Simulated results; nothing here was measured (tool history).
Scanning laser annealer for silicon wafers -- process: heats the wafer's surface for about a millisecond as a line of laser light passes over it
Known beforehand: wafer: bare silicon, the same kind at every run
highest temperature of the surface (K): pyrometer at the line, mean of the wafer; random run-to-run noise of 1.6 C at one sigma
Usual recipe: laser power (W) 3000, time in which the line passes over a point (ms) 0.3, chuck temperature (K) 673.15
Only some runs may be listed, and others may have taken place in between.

run	day	laser power (W)	time in which the line passes over a point (ms)	chuck temperature (K)	highest temperature of the surface (K)
1	0	3000	0.3	673.15	1402.15
2	1.112	3000	0.3	673.15	1400.15
3	1.754	3000	0.3	654.15	1385.15
4	2.9	3000	0.3	698.15	1427.15
5	3.55	3000	0.3	698.15	1425.15
6	4.696	3000	0.3	698.15	1426.15
7	5.796	3000	0.3	698.15	1426.15
8	6.925	3000	0.3	673.15	1399.15

Estimate the outcome of run 9 from the log above:
9	7.758	3000	0.3	682.15	?

{"run 9": {"highest temperature of the surface (K)": 1406.15}}
Were there no unlogged condition in the tool, this run, its random variation unchanged, would have produced highest temperature of the surface (K) 1430.15.
